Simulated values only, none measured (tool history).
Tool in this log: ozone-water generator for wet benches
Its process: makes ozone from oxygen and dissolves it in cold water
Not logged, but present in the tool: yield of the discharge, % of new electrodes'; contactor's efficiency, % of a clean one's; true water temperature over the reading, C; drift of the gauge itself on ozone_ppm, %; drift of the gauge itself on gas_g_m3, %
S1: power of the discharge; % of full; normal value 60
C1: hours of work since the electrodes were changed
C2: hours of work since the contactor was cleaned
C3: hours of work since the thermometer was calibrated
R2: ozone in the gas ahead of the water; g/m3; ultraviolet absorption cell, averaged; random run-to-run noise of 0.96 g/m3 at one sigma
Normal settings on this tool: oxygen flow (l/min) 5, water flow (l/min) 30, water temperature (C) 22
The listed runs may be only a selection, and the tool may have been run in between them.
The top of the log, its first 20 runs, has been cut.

run 21 hour=1127.4 | S1=75 oxygen_flow_(l/min)=4.45 water_flow_(l/min)=30 water_temperature_(C)=22 | C1=2715 C2=5516 C3=411 | dissolved_ozone_(ppm)=11.85 R2=217.4
run 22 hour=1170.7 | S1=72 oxygen_flow_(l/min)=5.14 water_flow_(l/min)=30 water_temperature_(C)=24 | C1=2751 C2=5551 C3=447 | dissolved_ozone_(ppm)=11.78 R2=199.7
run 23 hour=1222.5 | S1=60 oxygen_flow_(l/min)=5 water_flow_(l/min)=30 water_temperature_(C)=15 | C1=2794 C2=5594 C3=490 | dissolved_ozone_(ppm)=11.51 R2=176.9
run 24 hour=1258.2 | S1=60 oxygen_flow_(l/min)=5 water_flow_(l/min)=38 water_temperature_(C)=27 | C1=2824 C2=5624 C3=520 | dissolved_ozone_(ppm)=7.78 R2=177.4
run 25 hour=1315.7 | S1=94 oxygen_flow_(l/min)=2.87 water_flow_(l/min)=23 water_temperature_(C)=18 | C1=2872 C2=5672 C3=567 | dissolved_ozone_(ppm)=17.46 R2=307.6
run 26 hour=1380.1 | S1=49 oxygen_flow_(l/min)=3.39 water_flow_(l/min)=32 water_temperature_(C)=23 | C1=2925 C2=5725 C3=621 | dissolved_ozone_(ppm)=7.66 R2=181.1
run 27 hour=1441.9 | S1=49 oxygen_flow_(l/min)=2.73 water_flow_(l/min)=32 water_temperature_(C)=27 | C1=2976 C2=5777 C3=672 | dissolved_ozone_(ppm)=7.01 R2=199.5
run 28 hour=1503.6 | S1=57 oxygen_flow_(l/min)=5.28 water_flow_(l/min)=32 water_temperature_(C)=25 | C1=3028 C2=5828 C3=723 | dissolved_ozone_(ppm)=9.29 R2=166.6
run 29 hour=1548.1 | S1=60 oxygen_flow_(l/min)=5 water_flow_(l/min)=30 water_temperature_(C)=16 | C1=3064 C2=5865 C3=760 | dissolved_ozone_(ppm)=11.23 R2=178.2
run 30 hour=1617.2 | S1=94 oxygen_flow_(l/min)=6.84 water_flow_(l/min)=30 water_temperature_(C)=21 | C1=3122 C2=5922 C3=818 | dissolved_ozone_(ppm)=15.49 R2=213.2

Alternative continuations, all from the tool just after run 30; predict every row:
run A hour=1680.8 | S1=60 oxygen_flow_(l/min)=4.61 water_flow_(l/min)=43 water_temperature_(C)=24 | C1=3175 C2=5975 C3=870 | dissolved_ozone_(ppm)=? R2=?
run B hour=1680.8 | S1=94 oxygen_flow_(l/min)=3.04 water_flow_(l/min)=30 water_temperature_(C)=21 | C1=3175 C2=5975 C3=870 | dissolved_ozone_(ppm)=? R2=?
run C hour=1680.8 | S1=94 oxygen_flow_(l/min)=5.38 water_flow_(l/min)=30 water_temperature_(C)=21 | C1=3175 C2=5975 C3=870 | dissolved_ozone_(ppm)=? R2=?

run=A dissolved_ozone_(ppm)=6.95 R2=181.7
run=B dissolved_ozone_(ppm)=12.99 R2=302.2
run=C dissolved_ozone_(ppm)=14.79 R2=236.8
Had the tool no hidden state, the same runs would have come out as:
run=A dissolved_ozone_(ppm)=6.96 R2=181.7
run=B dissolved_ozone_(ppm)=13.01 R2=302.4
run=C dissolved_ozone_(ppm)=14.81 R2=236.9

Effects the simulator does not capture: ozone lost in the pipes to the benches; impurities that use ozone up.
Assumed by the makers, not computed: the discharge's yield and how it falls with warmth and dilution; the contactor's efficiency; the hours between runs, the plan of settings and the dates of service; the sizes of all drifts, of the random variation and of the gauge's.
